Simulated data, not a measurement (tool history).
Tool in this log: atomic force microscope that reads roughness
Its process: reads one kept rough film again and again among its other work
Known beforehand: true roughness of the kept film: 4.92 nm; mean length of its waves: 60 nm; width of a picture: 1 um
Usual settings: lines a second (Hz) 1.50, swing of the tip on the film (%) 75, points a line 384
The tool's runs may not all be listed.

| run | day | lines a second (Hz) | swing of the tip on the film (%) | points a line | roughness of the kept film (nm (root mean square)) |
|---|---|---|---|---|---|
| 1 | 0.000 | 1.50 | 75 | 384 | 4.290 |
| 2 | 2.825 | 1.50 | 78 | 384 | 3.971 |
| 3 | 5.279 | 1.50 | 78 | 384 | 3.812 |
|  | 5.517 | new tip fitted |
| 4 | 7.621 | 1.50 | 78 | 384 | 4.082 |
| 5 | 10.088 | 1.50 | 75 | 384 | 3.938 |
|  | 11.042 | new tip fitted |
| 6 | 12.679 | 1.50 | 75 | 384 | 4.144 |
| 7 | 15.004 | 1.50 | 75 | 384 | 3.954 |
|  | 16.738 | new tip fitted |
| 8 | 17.292 | 1.50 | 75 | 384 | 4.243 |
| 9 | 19.154 | 1.50 | 75 | 384 | 4.083 |
| 10 | 21.046 | 1.50 | 75 | 384 | 3.911 |
|  | 21.238 | height scale calibrated on a step standard |
|  | 22.317 | new tip fitted |
| 11 | 23.675 | 1.50 | 75 | 384 | 4.140 |
| 12 | 25.392 | 1.50 | 75 | 384 | 3.964 |
| 13 | 26.612 | 1.62 | 86 | 351 | 3.623 |
|  | 27.296 | height scale calibrated on a step standard, once more |
|  | 27.908 | new tip fitted |
| 14 | 29.362 | 1.62 | 86 | 351 | 3.953 |
| 15 | 31.817 | 1.52 | 56 | 977 | 4.233 |
|  | 33.462 | new tip fitted |
| 16 | 34.054 | 1.52 | 56 | 977 | 4.556 |
| 17 | 36.246 | 1.52 | 56 | 977 | 4.339 |
| 18 | 38.921 | 3.19 | 66 | 315 | 3.805 |
|  | 39.058 | new tip fitted |
| 19 | 41.108 | 0.86 | 66 | 662 | 4.391 |
| 20 | 43.300 | 1.50 | 84 | 391 | 3.787 |
|  | 44.646 | new tip fitted |
| 21 | 44.646 | 1.50 | 74 | 478 | 4.348 |
| 22 | 46.246 | 1.50 | 71 | 263 | 4.228 |
| 23 | 48.383 | 1.96 | 75 | 384 | 3.897 |

Forecast each of these 5 alternatives for the next run:
| A | 49.854 | 0.98 | 81 | 384 | ? |
| B | 49.854 | 2.77 | 75 | 384 | ? |
| C | 49.854 | 1.96 | 84 | 681 | ? |
| D | 49.854 | 2.26 | 75 | 384 | ? |
| E | 49.854 | 1.23 | 61 | 316 | ? |

| run | roughness of the kept film (nm (root mean square)) |
|---|---|
| A | 3.924 |
| B | 3.648 |
| C | 3.588 |
| D | 3.743 |
| E | 4.071 |
With no hidden state in the tool, these same runs would have given:
| run | roughness of the kept film (nm (root mean square)) |
|---|---|
| A | 4.396 |
| B | 4.085 |
| C | 4.019 |
| D | 4.192 |
| E | 4.558 |
